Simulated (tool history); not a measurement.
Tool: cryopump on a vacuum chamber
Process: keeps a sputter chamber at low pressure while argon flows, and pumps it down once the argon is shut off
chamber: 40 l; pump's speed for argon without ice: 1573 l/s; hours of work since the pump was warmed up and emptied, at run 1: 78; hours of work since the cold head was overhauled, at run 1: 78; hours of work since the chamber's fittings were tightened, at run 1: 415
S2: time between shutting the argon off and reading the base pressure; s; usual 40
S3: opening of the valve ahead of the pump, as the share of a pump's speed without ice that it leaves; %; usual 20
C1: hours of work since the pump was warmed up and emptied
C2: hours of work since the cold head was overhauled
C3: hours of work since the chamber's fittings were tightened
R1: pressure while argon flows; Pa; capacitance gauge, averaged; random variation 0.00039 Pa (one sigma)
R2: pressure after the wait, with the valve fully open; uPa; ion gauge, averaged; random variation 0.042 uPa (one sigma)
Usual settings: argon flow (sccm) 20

Run 1, hour 0: usual settings; C1 78; C2 78; C3 415. Result: R1 0.1077 Pa, R2 2.78 uPa.
Run 2, hour 44.3: usual settings; C1 115; C2 115; C3 453. Result: R1 0.1079 Pa, R2 2.86 uPa.
Run 3, hour 78.3: usual settings but argon flow (sccm) 17; C1 144; C2 144; C3 481. Result: R1 0.0927 Pa, R2 2.76 uPa.
Run 4, hour 126.7: usual settings but argon flow (sccm) 17, S3 45 %; C1 185; C2 185; C3 522. Result: R1 0.0418 Pa, R2 2.89 uPa.
Run 5, hour 157.4: usual settings but argon flow (sccm) 17, S3 45 %; C1 211; C2 211; C3 548. Result: R1 0.0417 Pa, R2 2.88 uPa.
Run 6, hour 180.8: usual settings but argon flow (sccm) 17, S3 45 %; C1 230; C2 230; C3 568. Result: R1 0.0418 Pa, R2 2.95 uPa.
Run 7, hour 201.1: usual settings; C1 248; C2 248; C3 585. Result: R1 0.1089 Pa, R2 2.92 uPa.
Run 8, hour 225.7: usual settings but argon flow (sccm) 17; C1 268; C2 268; C3 606. Result: R1 0.0919 Pa, R2 3.01 uPa.
Run 9, hour 257.9: usual settings but S3 27 %; C1 296; C2 296; C3 633. Result: R1 0.0811 Pa, R2 3 uPa.
Run 10, hour 285.7: usual settings but argon flow (sccm) 22; C1 319; C2 319; C3 657. Result: R1 0.1202 Pa, R2 3.08 uPa.
Run 11, hour 334.2: usual settings but argon flow (sccm) 22; C1 360; C2 360; C3 698. Result: R1 0.1202 Pa, R2 3.08 uPa.
Run 12, hour 379.1: usual settings but argon flow (sccm) 13, S3 53 %; C1 398; C2 398; C3 736. Result: R1 0.028 Pa, R2 3.15 uPa.
Run 13, hour 402.9: usual settings but S3 18 %; C1 418; C2 418; C3 756. Result: R1 0.1222 Pa, R2 3.14 uPa.
Run 14, hour 423.7: usual settings but argon flow (sccm) 17, S3 18 %; C1 436; C2 436; C3 773. Result: R1 0.1033 Pa, R2 3.07 uPa.
Run 15, hour 464.2: usual settings but S2 83 s, S3 31 %; C1 470; C2 470; C3 808. Result: R1 0.072 Pa, R2 2.13 uPa.
Run 16, hour 496.3: usual settings but argon flow (sccm) 9, S2 30 s, S3 24 %; C1 497; C2 497; C3 835. Result: R1 0.0422 Pa, R2 4.08 uPa.
Run 17, hour 544.6: usual settings but argon flow (sccm) 9, S2 30 s, S3 24 %; C1 538; C2 538; C3 876. Result: R1 0.0417 Pa, R2 4.09 uPa.
Run 18, hour 578.5: usual settings but argon flow (sccm) 9, S2 37 s, S3 53 %; C1 567; C2 567; C3 904. Result: R1 0.0198 Pa, R2 3.39 uPa.
Run 19, hour 618.2: usual settings but argon flow (sccm) 37, S2 77 s; C1 600; C2 600; C3 938. Result: R1 0.2054 Pa, R2 2.29 uPa.
Run 20, hour 654.9: usual settings but argon flow (sccm) 37, S2 77 s; C1 631; C2 631; C3 969. Result: R1 0.2055 Pa, R2 2.43 uPa.
Run 21, hour 700.2: usual settings but argon flow (sccm) 37, S2 77 s; C1 670; C2 670; C3 1007. Result: R1 0.206 Pa, R2 2.41 uPa.
Run 22, hour 735: usual settings but argon flow (sccm) 15; C1 699; C2 699; C3 1037. Result: R1 0.0836 Pa, R2 3.52 uPa.

5 ways to go on from here, each from the tool as it stands after run 22. What would each give?
Run A, hour 771.6: usual settings but argon flow (sccm) 39, S3 16 %; C1 730; C2 730; C3 1068. Result: R1 ?, R2 ?.
Run B, hour 771.6: usual settings but S2 203 s, S3 19 %; C1 730; C2 730; C3 1068. Result: R1 ?, R2 ?.
Run C, hour 771.6: usual settings but argon flow (sccm) 27, S2 81 s, S3 18 %; C1 730; C2 730; C3 1068. Result: R1 ?, R2 ?.
Run D, hour 771.6: usual settings but argon flow (sccm) 24, S2 80 s, S3 18 %; C1 730; C2 730; C3 1068. Result: R1 ?, R2 ?.
Run E, hour 771.6: usual settings but argon flow (sccm) 11, S3 35 %; C1 730; C2 730; C3 1068. Result: R1 ?, R2 ?.

run      R1    R2
  A  0.2704  3.54
  B  0.1176  1.79
  C  0.1666   2.4
  D  0.1477  2.45
  E  0.0364  3.58
Without the tool's hidden state the same runs would have given:
run      R1    R2
  A  0.2622  2.43
  B  0.1135  0.64
  C   0.161  1.28
  D  0.1427  1.33
  E  0.0341  2.46

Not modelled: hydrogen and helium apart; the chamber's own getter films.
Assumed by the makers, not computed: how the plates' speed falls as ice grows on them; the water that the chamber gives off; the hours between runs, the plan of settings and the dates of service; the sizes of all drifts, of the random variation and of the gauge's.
